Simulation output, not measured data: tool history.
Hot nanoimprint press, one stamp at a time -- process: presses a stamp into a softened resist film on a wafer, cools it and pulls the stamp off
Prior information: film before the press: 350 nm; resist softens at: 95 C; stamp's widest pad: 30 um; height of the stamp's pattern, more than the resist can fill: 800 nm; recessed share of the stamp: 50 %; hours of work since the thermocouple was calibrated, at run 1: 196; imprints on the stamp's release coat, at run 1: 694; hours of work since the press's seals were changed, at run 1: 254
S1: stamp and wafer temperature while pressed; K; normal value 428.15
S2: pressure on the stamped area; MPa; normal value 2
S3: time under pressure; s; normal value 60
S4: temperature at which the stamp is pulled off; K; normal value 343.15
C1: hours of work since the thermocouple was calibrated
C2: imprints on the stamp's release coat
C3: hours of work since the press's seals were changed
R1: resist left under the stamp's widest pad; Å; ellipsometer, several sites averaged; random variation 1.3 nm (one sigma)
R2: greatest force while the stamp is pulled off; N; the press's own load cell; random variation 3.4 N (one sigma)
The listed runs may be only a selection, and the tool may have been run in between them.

| run | day | S1 | S2 | S3 | S4 | C1 | C2 | C3 | R1 | R2 |
|---|---|---|---|---|---|---|---|---|---|---|
| 1 | 0 | 428.15 | 2 | 60 | 343.15 | 196 | 694 | 254 | 1963 | 183 |
| 2 | 0.292 | 428.15 | 2 | 60 | 343.15 | 201 | 731 | 259 | 1950 | 175 |
| 3 | 0.583 | 428.15 | 2 | 35 | 343.15 | 206 | 767 | 265 | 2276 | 180 |
|  | 1.033 | stamp cleaned and given a new release coat |
| 4 | 1.2 | 428.15 | 2 | 35 | 343.15 | 213 | 21 | 271 | 2277 | 173 |
| 5 | 1.558 | 428.15 | 2 | 35 | 343.15 | 219 | 65 | 277 | 2276 | 172 |
| 6 | 1.729 | 428.15 | 2 | 60 | 343.15 | 222 | 87 | 281 | 1957 | 183 |
| 7 | 2.108 | 428.15 | 1.38 | 60 | 343.15 | 229 | 133 | 287 | 2304 | 182 |
| 8 | 2.342 | 428.15 | 1.38 | 60 | 332.15 | 233 | 162 | 291 | 2304 | 187 |
| 9 | 2.525 | 428.15 | 1.38 | 60 | 332.15 | 236 | 185 | 295 | 2321 | 190 |
| 10 | 2.854 | 428.15 | 1.38 | 60 | 332.15 | 242 | 226 | 301 | 2287 | 184 |
| 11 | 3.117 | 428.15 | 2 | 60 | 343.15 | 247 | 258 | 305 | 1959 | 175 |
| 12 | 3.446 | 428.15 | 2 | 60 | 343.15 | 253 | 299 | 311 | 1969 | 182 |
| 13 | 3.679 | 428.15 | 2 | 60 | 343.15 | 257 | 328 | 315 | 1950 | 180 |
| 14 | 3.946 | 428.15 | 2 | 60 | 343.15 | 262 | 361 | 320 | 1963 | 183 |
| 15 | 4.238 | 428.15 | 2 | 60 | 343.15 | 267 | 397 | 325 | 1959 | 177 |
| 16 | 4.512 | 438.15 | 2 | 58 | 351.15 | 272 | 431 | 330 | 1280 | 171 |
| 17 | 4.846 | 438.15 | 2 | 74 | 351.15 | 278 | 472 | 336 | 1192 | 174 |
| 18 | 5.183 | 438.15 | 2 | 74 | 335.15 | 284 | 514 | 342 | 1198 | 195 |
| 19 | 5.546 | 428.15 | 1.61 | 60 | 335.15 | 290 | 559 | 349 | 2168 | 192 |
| 20 | 5.796 | 436.15 | 2.95 | 60 | 343.15 | 295 | 590 | 353 | 1115 | 177 |
| 21 | 5.979 | 436.15 | 1.85 | 110 | 334.15 | 298 | 612 | 356 | 1166 | 183 |
| 22 | 6.242 | 436.15 | 2 | 80 | 343.15 | 303 | 645 | 361 | 1283 | 174 |
| 23 | 6.554 | 439.15 | 1.61 | 42 | 333.15 | 308 | 684 | 366 | 1575 | 188 |
| 24 | 6.712 | 439.15 | 1.61 | 42 | 333.15 | 311 | 704 | 369 | 1580 | 185 |
| 25 | 6.958 | 439.15 | 1.61 | 42 | 333.15 | 315 | 734 | 374 | 1581 | 194 |
| 26 | 7.267 | 428.15 | 2 | 92 | 336.15 | 321 | 772 | 379 | 1714 | 194 |
|  | 7.675 | stamp cleaned and given a new release coat |
| 27 | 7.75 | 428.15 | 2 | 92 | 336.15 | 325 | 9 | 383 | 1735 | 189 |
| 28 | 8.092 | 429.15 | 1.62 | 92 | 336.15 | 331 | 51 | 389 | 1841 | 186 |
| 29 | 8.317 | 426.15 | 2.34 | 117 | 342.15 | 335 | 79 | 393 | 1611 | 180 |

Below are 5 alternative next runs, each starting from the tool's condition after run 29. Predict each:
| A | 8.521 | 422.15 | 2 | 60 | 330.15 | 339 | 105 | 397 | ? | ? |
| B | 8.521 | 428.15 | 2.66 | 60 | 343.15 | 339 | 105 | 397 | ? | ? |
| C | 8.521 | 428.15 | 2 | 60 | 339.15 | 339 | 105 | 397 | ? | ? |
| D | 8.521 | 425.15 | 1.41 | 117 | 335.15 | 339 | 105 | 397 | ? | ? |
| E | 8.521 | 423.15 | 2 | 31 | 340.15 | 339 | 105 | 397 | ? | ? |

| run | R1 | R2 |
|---|---|---|
| A | 2462 | 193 |
| B | 1680 | 179 |
| C | 1974 | 183 |
| D | 2129 | 192 |
| E | 2765 | 182 |
With the hidden condition removed and each run's random variation left untouched, the same runs would have given:
| run | R1 | R2 |
|---|---|---|
| A | 2456 | 193 |
| B | 1674 | 179 |
| C | 1968 | 183 |
| D | 2123 | 191 |
| E | 2760 | 182 |
